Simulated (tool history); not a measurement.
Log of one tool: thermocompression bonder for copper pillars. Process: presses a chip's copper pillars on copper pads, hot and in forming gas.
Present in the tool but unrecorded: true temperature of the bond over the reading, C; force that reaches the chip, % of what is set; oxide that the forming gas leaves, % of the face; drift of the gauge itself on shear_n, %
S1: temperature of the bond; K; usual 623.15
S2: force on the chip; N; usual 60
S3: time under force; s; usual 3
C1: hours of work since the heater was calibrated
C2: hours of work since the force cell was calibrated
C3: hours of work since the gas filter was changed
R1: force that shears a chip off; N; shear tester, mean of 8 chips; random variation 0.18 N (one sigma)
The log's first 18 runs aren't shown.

{"run": 19, "day": 35.167, "S1": 649.15, "S2": 77, "S3": 3, "C1": 313, "C2": 1005, "C3": 102, "R1": 49.3}
{"run": 20, "day": 37.45, "S1": 649.15, "S2": 77, "S3": 3, "C1": 353, "C2": 1045, "C3": 142, "R1": 49.3}
{"run": 21, "day": 40.042, "S1": 630.15, "S2": 52, "S3": 6, "C1": 399, "C2": 1091, "C3": 188, "R1": 47.2}
{"run": 22, "day": 41.892, "S1": 607.15, "S2": 87, "S3": 3, "C1": 431, "C2": 1124, "C3": 220, "R1": 39.6}
{"day": 42.95, "done": "forming gas filter changed"}
{"run": 23, "day": 44.388, "S1": 623.15, "S2": 60, "S3": 6, "C1": 475, "C2": 1167, "C3": 25, "R1": 49.7}
{"run": 24, "day": 45.988, "S1": 623.15, "S2": 60, "S3": 6, "C1": 503, "C2": 1196, "C3": 53, "R1": 49.2}
{"run": 25, "day": 47.183, "S1": 623.15, "S2": 60, "S3": 6, "C1": 524, "C2": 1217, "C3": 75, "R1": 49.4}
{"run": 26, "day": 48.446, "S1": 615.15, "S2": 54, "S3": 9, "C1": 547, "C2": 1239, "C3": 97, "R1": 50.8}
{"run": 27, "day": 50.267, "S1": 629.15, "S2": 60, "S3": 2, "C1": 579, "C2": 1271, "C3": 129, "R1": 34.6}
{"run": 28, "day": 52.15, "S1": 649.15, "S2": 68, "S3": 7, "C1": 612, "C2": 1304, "C3": 162, "R1": 60.2}
{"day": 53.25, "done": "heater calibrated with a thermocouple chip"}
{"run": 29, "day": 54.925, "S1": 649.15, "S2": 68, "S3": 7, "C1": 30, "C2": 1352, "C3": 210, "R1": 58.3}
{"day": 56.638, "done": "forming gas filter changed"}
{"run": 30, "day": 57.75, "S1": 640.15, "S2": 60, "S3": 3, "C1": 79, "C2": 1401, "C3": 20, "R1": 41.8}
{"day": 58.067, "done": "force cell calibrated"}
{"run": 31, "day": 59.046, "S1": 603.15, "S2": 53, "S3": 6, "C1": 101, "C2": 17, "C3": 41, "R1": 40.6}
{"run": 32, "day": 60.454, "S1": 611.15, "S2": 60, "S3": 3, "C1": 126, "C2": 42, "C3": 66, "R1": 35}
{"run": 33, "day": 61.621, "S1": 634.15, "S2": 65, "S3": 3, "C1": 146, "C2": 63, "C3": 87, "R1": 42.3}
{"run": 34, "day": 64.117, "S1": 623.15, "S2": 49, "S3": 3, "C1": 190, "C2": 107, "C3": 131, "R1": 34.7}
{"run": 35, "day": 66.871, "S1": 623.15, "S2": 49, "S3": 3, "C1": 239, "C2": 155, "C3": 179, "R1": 34.6}
{"run": 36, "day": 68.962, "S1": 652.15, "S2": 42, "S3": 7, "C1": 275, "C2": 192, "C3": 216, "R1": 51.5}
{"day": 70.258, "done": "forming gas filter changed"}
{"run": 37, "day": 71.412, "S1": 652.15, "S2": 43, "S3": 2, "C1": 318, "C2": 235, "C3": 20, "R1": 35.8}
{"run": 38, "day": 73.871, "S1": 623.15, "S2": 60, "S3": 5, "C1": 362, "C2": 278, "C3": 64, "R1": 46.5}
{"run": 39, "day": 75.3, "S1": 623.15, "S2": 60, "S3": 5, "C1": 387, "C2": 303, "C3": 89, "R1": 46.3}

Alternative continuations, all from the tool just after run 39; predict every row:
{"run": "A", "day": 76.621, "S1": 629.15, "S2": 73, "S3": 2, "C1": 410, "C2": 327, "C3": 112, "R1": "?"}
{"run": "B", "day": 76.621, "S1": 648.15, "S2": 84, "S3": 5, "C1": 410, "C2": 327, "C3": 112, "R1": "?"}
{"run": "C", "day": 76.621, "S1": 643.15, "S2": 60, "S3": 3, "C1": 410, "C2": 327, "C3": 112, "R1": "?"}

run=A R1=37.8
run=B R1=59.5
run=C R1=44.1
Had the tool no hidden state, the same runs would have come out as:
run=A R1=37.4
run=B R1=59.4
run=C R1=43.8

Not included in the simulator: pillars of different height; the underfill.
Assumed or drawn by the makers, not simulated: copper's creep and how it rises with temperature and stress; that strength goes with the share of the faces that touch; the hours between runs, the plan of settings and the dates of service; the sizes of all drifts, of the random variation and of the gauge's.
